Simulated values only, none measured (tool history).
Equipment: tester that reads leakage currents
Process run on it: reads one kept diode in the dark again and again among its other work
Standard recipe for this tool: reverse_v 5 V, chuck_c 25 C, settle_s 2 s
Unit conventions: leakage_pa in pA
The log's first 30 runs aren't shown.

run	hour	reverse_v	chuck_c	settle_s	leakage_pa
31	1453.5	6.83	21	6.84	97.58
32	1520	5	23	0.7	98.47
33	1583.9	19.45	34	4.55	446.73
34	1641.4	1.4	24	3.07	54.2
35	1675.7	1.4	24	3.07	54.11
36	1732.4	5	30	2	165.13
37	1764	5	50	3.78	671.92
38	1794.7	5	50	3.78	673.25
39	1832.9	3.37	25	0.6	94.02
40	1890.3	12.45	20	8.85	123.2
# hour 1922.1: chuck's temperature calibrated
41	1948.9	12.45	20	8.85	121.88

Below are 3 alternative next runs, each starting from the tool's condition after run 41. Predict each:
A	1992.4	2.28	41	1.14	?
B	1992.4	6.8	33	1.4	?
C	1992.4	12.45	24	2.92	?

run	leakage_pa
A	242.88
B	242.8
C	168.3
Take away the tool's hidden state, keep each run's random variation, and the runs would have read:
run	leakage_pa
A	242.79
B	242.69
C	168.21

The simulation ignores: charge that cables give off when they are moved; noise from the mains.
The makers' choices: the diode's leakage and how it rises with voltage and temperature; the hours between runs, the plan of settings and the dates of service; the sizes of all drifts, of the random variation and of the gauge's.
